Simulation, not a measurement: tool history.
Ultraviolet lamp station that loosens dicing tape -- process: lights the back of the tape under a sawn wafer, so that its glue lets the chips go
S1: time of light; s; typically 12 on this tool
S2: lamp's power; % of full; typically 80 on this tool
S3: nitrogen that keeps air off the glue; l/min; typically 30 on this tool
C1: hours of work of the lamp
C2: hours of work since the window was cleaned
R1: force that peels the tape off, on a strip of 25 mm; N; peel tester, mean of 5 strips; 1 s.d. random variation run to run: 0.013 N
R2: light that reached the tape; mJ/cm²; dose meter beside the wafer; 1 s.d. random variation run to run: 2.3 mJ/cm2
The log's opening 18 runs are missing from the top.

run 19 hour=112.6 | S1=7 S2=80 S3=30 | C1=234 C2=4 | R1=2.062 R2=122
run 20 hour=117.7 | S1=7 S2=80 S3=30 | C1=237 C2=8 | R1=2.093 R2=123
run 21 hour=124.1 | S1=17 S2=60 S3=44 | C1=242 C2=13 | R1=0.448 R2=221
run 22 hour=131.5 | S1=18 S2=74 S3=20 | C1=248 C2=19 | R1=0.465 R2=289
run 23 hour=140.6 | S1=17 S2=71 S3=46 | C1=254 C2=25 | R1=0.321 R2=262
run 24 hour=147.3 | S1=17 S2=71 S3=46 | C1=259 C2=30 | R1=0.308 R2=258
run 25 hour=151.8 | S1=21 S2=95 S3=10 | C1=263 C2=34 | R1=0.345 R2=433
run 26 hour=156.6 | S1=21 S2=95 S3=10 | C1=266 C2=37 | R1=0.362 R2=431
run 27 hour=161.4 | S1=12 S2=96 S3=13 | C1=270 C2=41 | R1=1.003 R2=252
run 28 hour=166.8 | S1=20 S2=100 S3=32 | C1=274 C2=45 | R1=0.195 R2=430
run 29 hour=174.1 | S1=7 S2=100 S3=40 | C1=279 C2=50 | R1=1.155 R2=151
run 30 hour=178.3 | S1=14 S2=100 S3=27 | C1=283 C2=53 | R1=0.340 R2=298
run 31 hour=186.7 | S1=9 S2=76 S3=58 | C1=289 C2=60 | R1=0.964 R2=145
run 32 hour=193.5 | S1=12 S2=73 S3=32 | C1=294 C2=65 | R1=0.824 R2=186
run 33 hour=201.7 | S1=9 S2=73 S3=17 | C1=300 C2=71 | R1=2.344 R2=142
run 34 hour=207.0 | S1=20 S2=69 S3=34 | C1=304 C2=75 | R1=0.297 R2=293
run 35 hour=211.7 | S1=20 S2=75 S3=47 | C1=307 C2=78 | R1=0.221 R2=320
run 36 hour=215.8 | S1=20 S2=91 S3=47 | C1=310 C2=81 | R1=0.187 R2=388
run 37 hour=222.7 | S1=7 S2=70 S3=30 | C1=316 C2=87 | R1=2.589 R2=106
run 38 hour=231.0 | S1=21 S2=86 S3=10 | C1=322 C2=93 | R1=0.488 R2=382

Consider 3 possible next runs. They are alternatives, not a sequence: every one starts from the tool as it was left by run 38. What does each give?
run A hour=237.9 | S1=12 S2=99 S3=18 | C1=327 C2=98 | R1=? R2=?
run B hour=237.9 | S1=14 S2=64 S3=33 | C1=327 C2=98 | R1=? R2=?
run C hour=237.9 | S1=7 S2=80 S3=46 | C1=327 C2=98 | R1=? R2=?

run=A R1=0.722 R2=250
run=B R1=0.803 R2=190
run=C R1=1.658 R2=123
With no hidden state in the tool, these same runs would have given:
run=A R1=0.589 R2=273
run=B R1=0.656 R2=208
run=C R1=1.410 R2=134
